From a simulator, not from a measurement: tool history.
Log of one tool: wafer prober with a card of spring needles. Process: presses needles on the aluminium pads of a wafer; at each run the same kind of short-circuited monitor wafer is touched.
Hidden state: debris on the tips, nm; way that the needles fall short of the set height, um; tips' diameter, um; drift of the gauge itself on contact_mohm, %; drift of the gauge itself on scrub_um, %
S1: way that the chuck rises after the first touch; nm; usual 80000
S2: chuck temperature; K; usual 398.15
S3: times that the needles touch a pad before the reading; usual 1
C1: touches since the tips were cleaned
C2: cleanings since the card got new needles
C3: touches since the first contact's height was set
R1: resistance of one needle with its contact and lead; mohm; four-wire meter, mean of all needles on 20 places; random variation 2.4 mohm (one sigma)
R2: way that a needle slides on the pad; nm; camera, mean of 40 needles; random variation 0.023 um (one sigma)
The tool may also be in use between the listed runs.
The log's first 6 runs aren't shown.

-- hour=139.1 tips cleaned on abrasive film
-- hour=153.8 tips cleaned on abrasive film
run 7 hour=163.1 | S1=80000 S2=398.15 S3=2 | C1=4097 C2=81 C3=52509 | R1=295 R2=21670
-- hour=168.3 tips cleaned on abrasive film
-- hour=181.5 tips cleaned on abrasive film
run 8 hour=181.5 | S1=81000 S2=398.15 S3=2 | C1=0 C2=83 C3=60440 | R1=281 R2=21920
-- hour=194.8 tips cleaned on abrasive film
run 9 hour=204.7 | S1=80000 S2=327.15 S3=1 | C1=4326 C2=84 C3=70544 | R1=298 R2=21560
-- hour=209.7 tips cleaned on abrasive film
-- hour=222.4 tips cleaned on abrasive film
-- hour=236.9 tips cleaned on abrasive film
run 10 hour=239.3 | S1=80000 S2=335.15 S3=1 | C1=1029 C2=87 C3=85497 | R1=274 R2=21570
-- hour=250.8 tips cleaned on abrasive film
-- hour=255.8 height of the first contact set anew
run 11 hour=262.9 | S1=80000 S2=335.15 S3=1 | C1=5128 C2=88 C3=3097 | R1=299 R2=21860
-- hour=265.0 tips cleaned on abrasive film
-- hour=277.6 tips cleaned on abrasive film
run 12 hour=279.4 | S1=80000 S2=335.15 S3=1 | C1=780 C2=90 C3=10230 | R1=273 R2=21790
-- hour=291.6 tips cleaned on abrasive film
-- hour=306.5 tips cleaned on abrasive film
run 13 hour=309.6 | S1=80000 S2=303.15 S3=1 | C1=1363 C2=92 C3=23327 | R1=271 R2=21720
-- hour=320.4 tips cleaned on abrasive film
-- hour=334.4 tips cleaned on abrasive film
run 14 hour=341.9 | S1=80000 S2=398.15 S3=1 | C1=3248 C2=94 C3=37317 | R1=309 R2=21700
-- hour=349.6 tips cleaned on abrasive film
-- hour=362.4 tips cleaned on abrasive film
run 15 hour=365.0 | S1=77000 S2=398.15 S3=1 | C1=1129 C2=96 C3=47352 | R1=301 R2=20830
-- hour=378.1 tips cleaned on abrasive film
run 16 hour=386.4 | S1=77000 S2=398.15 S3=1 | C1=3638 C2=97 C3=56641 | R1=314 R2=20790
-- hour=390.7 tips cleaned on abrasive film
-- hour=403.9 tips cleaned on abrasive film
-- hour=417.4 tips cleaned on abrasive film
run 17 hour=420.7 | S1=77000 S2=398.15 S3=1 | C1=1470 C2=100 C3=71501 | R1=301 R2=20790
-- hour=430.4 tips cleaned on abrasive film
-- hour=445.3 tips cleaned on abrasive film
run 18 hour=456.3 | S1=74000 S2=339.15 S3=2 | C1=4821 C2=102 C3=86949 | R1=288 R2=19910
-- hour=459.3 tips cleaned on abrasive film
-- hour=467.0 height of the first contact set anew
-- hour=474.1 tips cleaned on abrasive film
run 19 hour=474.1 | S1=97000 S2=339.15 S3=1 | C1=0 C2=104 C3=3041 | R1=259 R2=26460
-- hour=488.4 tips cleaned on abrasive film
-- hour=502.3 tips cleaned on abrasive film
run 20 hour=504.9 | S1=72000 S2=339.15 S3=1 | C1=1108 C2=106 C3=16400 | R1=289 R2=19610
-- hour=515.7 tips cleaned on abrasive film
run 21 hour=520.1 | S1=74000 S2=319.15 S3=2 | C1=1921 C2=107 C3=23024 | R1=268 R2=20160
-- hour=528.5 tips cleaned on abrasive film
-- hour=542.2 tips cleaned on abrasive film
run 22 hour=542.2 | S1=80000 S2=380.15 S3=3 | C1=14 C2=109 C3=32583 | R1=273 R2=21750
-- hour=555.6 tips cleaned on abrasive film
run 23 hour=563.4 | S1=80000 S2=318.15 S3=3 | C1=3400 C2=110 C3=41797 | R1=268 R2=21680
-- hour=570.2 tips cleaned on abrasive film
-- hour=584.2 tips cleaned on abrasive film
run 24 hour=590.6 | S1=80000 S2=398.15 S3=2 | C1=2792 C2=112 C3=53583 | R1=296 R2=21620
-- hour=597.0 tips cleaned on abrasive film
-- hour=610.5 tips cleaned on abrasive film
run 25 hour=612.4 | S1=99000 S2=299.15 S3=2 | C1=815 C2=114 C3=62987 | R1=250 R2=26770
-- hour=625.6 tips cleaned on abrasive film
run 26 hour=629.7 | S1=64000 S2=390.15 S3=2 | C1=1779 C2=115 C3=70517 | R1=303 R2=17240
-- hour=641.1 tips cleaned on abrasive film
run 27 hour=650.8 | S1=64000 S2=390.15 S3=2 | C1=4220 C2=116 C3=79671 | R1=309 R2=17210
-- hour=653.7 tips cleaned on abrasive film
-- hour=667.9 tips cleaned on abrasive film
run 28 hour=677.1 | S1=80000 S2=368.15 S3=1 | C1=4041 C2=118 C3=91095 | R1=307 R2=21530
-- hour=679.4 height of the first contact set anew
-- hour=681.0 tips cleaned on abrasive film
-- hour=695.5 tips cleaned on abrasive film
run 29 hour=707.6 | S1=91000 S2=398.15 S3=2 | C1=5262 C2=120 C3=12230 | R1=295 R2=24790
-- hour=710.8 tips cleaned on abrasive film
-- hour=724.2 tips cleaned on abrasive film
run 30 hour=731.3 | S1=66000 S2=329.15 S3=2 | C1=3110 C2=122 C3=22508 | R1=293 R2=17890
-- hour=738.7 tips cleaned on abrasive film
-- hour=751.6 tips cleaned on abrasive film
-- hour=765.8 tips cleaned on abrasive film
run 31 hour=765.8 | S1=66000 S2=329.15 S3=2 | C1=0 C2=125 C3=37428 | R1=270 R2=17910

Forecast each of these 3 alternatives for the next run:
-- hour=779.9 tips cleaned on abrasive film
-- hour=794.8 tips cleaned on abrasive film
run A hour=797.1 | S1=80000 S2=334.15 S3=1 | C1=1010 C2=127 C3=51006 | R1=? R2=?
-- hour=779.9 tips cleaned on abrasive film
-- hour=794.8 tips cleaned on abrasive film
run B hour=797.1 | S1=66000 S2=329.15 S3=2 | C1=1010 C2=127 C3=51006 | R1=? R2=?
-- hour=779.9 tips cleaned on abrasive film
-- hour=794.8 tips cleaned on abrasive film
run C hour=797.1 | S1=96000 S2=300.15 S3=2 | C1=1010 C2=127 C3=51006 | R1=? R2=?

run=A R1=273 R2=21670
run=B R1=281 R2=17820
run=C R1=256 R2=26020
Without the tool's hidden state the same runs would have given:
run=A R1=256 R2=21860
run=B R1=265 R2=18010
run=C R1=247 R2=26210
